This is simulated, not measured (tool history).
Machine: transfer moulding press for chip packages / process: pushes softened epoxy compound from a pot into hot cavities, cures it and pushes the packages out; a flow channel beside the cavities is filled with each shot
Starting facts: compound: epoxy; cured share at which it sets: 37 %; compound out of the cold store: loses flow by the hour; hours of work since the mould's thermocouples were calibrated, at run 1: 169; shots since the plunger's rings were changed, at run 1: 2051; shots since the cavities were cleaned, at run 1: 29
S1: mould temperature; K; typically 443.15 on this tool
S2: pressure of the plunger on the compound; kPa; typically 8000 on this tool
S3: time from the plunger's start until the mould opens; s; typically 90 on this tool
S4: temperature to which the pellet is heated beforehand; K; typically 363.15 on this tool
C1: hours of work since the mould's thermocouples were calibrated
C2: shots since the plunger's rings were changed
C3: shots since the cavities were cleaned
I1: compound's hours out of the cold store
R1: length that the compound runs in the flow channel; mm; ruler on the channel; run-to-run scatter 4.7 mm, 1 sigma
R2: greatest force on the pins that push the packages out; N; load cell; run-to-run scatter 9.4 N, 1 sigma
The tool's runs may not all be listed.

run 1 day=0.000 | S1=443.15 S2=8000 S3=90 S4=363.15 | C1=169 C2=2051 C3=29 | I1=31.8 | R1=751 R2=476
run 2 day=0.462 | S1=443.15 S2=8000 S3=90 S4=363.15 | C1=176 C2=2190 C3=168 | I1=18.2 | R1=799 R2=637
run 3 day=0.988 | S1=444.15 S2=8000 S3=90 S4=363.15 | C1=184 C2=2348 C3=326 | I1=29.6 | R1=750 R2=732
run 4 day=1.404 | S1=443.15 S2=7970 S3=90 S4=363.15 | C1=190 C2=2473 C3=451 | I1=13.3 | R1=808 R2=898
-- day=1.550 cavities cleaned with cleaning compound and waxed
run 5 day=1.921 | S1=443.15 S2=8000 S3=90 S4=363.15 | C1=197 C2=2609 C3=111 | I1=27.0 | R1=765 R2=576
run 6 day=2.392 | S1=443.15 S2=8000 S3=90 S4=363.15 | C1=204 C2=2750 C3=252 | I1=41.1 | R1=730 R2=700
run 7 day=2.817 | S1=443.15 S2=8000 S3=90 S4=363.15 | C1=210 C2=2878 C3=380 | I1=46.6 | R1=717 R2=822
-- day=3.217 cavities cleaned with cleaning compound and waxed
run 8 day=3.512 | S1=443.15 S2=8000 S3=90 S4=363.15 | C1=220 C2=3068 C3=88 | I1=8.8 | R1=814 R2=605
run 9 day=3.962 | S1=443.15 S2=8000 S3=90 S4=353.15 | C1=227 C2=3204 C3=224 | I1=27.0 | R1=760 R2=735
run 10 day=4.238 | S1=443.15 S2=8000 S3=90 S4=363.15 | C1=231 C2=3286 C3=306 | I1=8.3 | R1=809 R2=815
run 11 day=4.708 | S1=443.15 S2=8000 S3=90 S4=363.15 | C1=238 C2=3427 C3=447 | I1=24.0 | R1=772 R2=843
-- day=4.871 cavities cleaned with cleaning compound and waxed
run 12 day=5.171 | S1=443.15 S2=8000 S3=90 S4=363.15 | C1=244 C2=3547 C3=90 | I1=47.7 | R1=695 R2=539
run 13 day=5.829 | S1=444.15 S2=8000 S3=90 S4=363.15 | C1=254 C2=3745 C3=288 | I1=8.3 | R1=809 R2=725
run 14 day=6.225 | S1=444.15 S2=8000 S3=90 S4=363.15 | C1=260 C2=3864 C3=407 | I1=11.3 | R1=790 R2=804
-- day=6.550 cavities cleaned with cleaning compound and waxed
run 15 day=6.804 | S1=444.15 S2=8000 S3=84 S4=363.15 | C1=267 C2=4019 C3=76 | I1=24.2 | R1=751 R2=588
run 16 day=7.154 | S1=443.15 S2=7890 S3=112 S4=363.15 | C1=273 C2=4124 C3=181 | I1=25.6 | R1=748 R2=490
run 17 day=7.604 | S1=443.15 S2=7890 S3=112 S4=363.15 | C1=279 C2=4259 C3=316 | I1=21.9 | R1=759 R2=593
run 18 day=8.054 | S1=443.15 S2=7890 S3=128 S4=353.15 | C1=286 C2=4394 C3=451 | I1=10.0 | R1=796 R2=609
-- day=8.200 cavities cleaned with cleaning compound and waxed
-- day=8.488 plunger's sealing rings changed
run 19 day=8.592 | S1=439.15 S2=8000 S3=96 S4=365.15 | C1=292 C2=30 C3=86 | I1=14.9 | R1=844 R2=677
run 20 day=9.012 | S1=439.15 S2=8000 S3=96 S4=365.15 | C1=298 C2=157 C3=213 | I1=36.0 | R1=785 R2=751
run 21 day=9.550 | S1=439.15 S2=8000 S3=102 S4=368.15 | C1=306 C2=319 C3=375 | I1=26.3 | R1=796 R2=828
run 22 day=9.850 | S1=443.15 S2=8000 S3=90 S4=355.15 | C1=311 C2=409 C3=465 | I1=20.6 | R1=807 R2=882
-- day=9.971 cavities cleaned with cleaning compound and waxed
run 23 day=10.271 | S1=437.15 S2=9940 S3=110 S4=363.15 | C1=316 C2=516 C3=89 | I1=43.2 | R1=844 R2=582
run 24 day=10.583 | S1=437.15 S2=9940 S3=110 S4=363.15 | C1=321 C2=610 C3=183 | I1=42.2 | R1=841 R2=654
run 25 day=10.996 | S1=442.15 S2=9940 S3=110 S4=363.15 | C1=327 C2=734 C3=307 | I1=37.2 | R1=840 R2=611
run 26 day=11.446 | S1=450.15 S2=6500 S3=90 S4=368.15 | C1=334 C2=869 C3=442 | I1=27.2 | R1=694 R2=665
-- day=11.642 cavities cleaned with cleaning compound and waxed
run 27 day=12.058 | S1=443.15 S2=8000 S3=90 S4=367.15 | C1=342 C2=1034 C3=125 | I1=42.5 | R1=738 R2=601

Run by run, hidden condition taken away, random variation retained:
Hidden state at play: true mould temperature over the reading, C; pressure that reaches the compound, % of what is set; grip of the stained cavities, % over clean ones'; drift of the gauge itself on flow_mm, %; drift of the gauge itself on push_out_n, %.
run=1 R1=773 R2=418
run=2 R1=824 R2=410
run=3 R1=775 R2=390
run=4 R1=836 R2=444
run=5 R1=793 R2=405
run=6 R1=759 R2=397
run=7 R1=746 R2=422
run=8 R1=849 R2=450
run=9 R1=795 R2=434
run=10 R1=846 R2=442
run=11 R1=809 R2=415
run=12 R1=730 R2=401
run=13 R1=852 R2=402
run=14 R1=833 R2=406
run=15 R1=794 R2=448
run=16 R1=791 R2=314
run=17 R1=805 R2=324
run=18 R1=846 R2=307
run=19 R1=845 R2=496
run=20 R1=787 R2=446
run=21 R1=799 R2=418
run=22 R1=812 R2=425
run=23 R1=850 R2=424
run=24 R1=848 R2=400
run=25 R1=848 R2=329
run=26 R1=703 R2=328
run=27 R1=748 R2=405
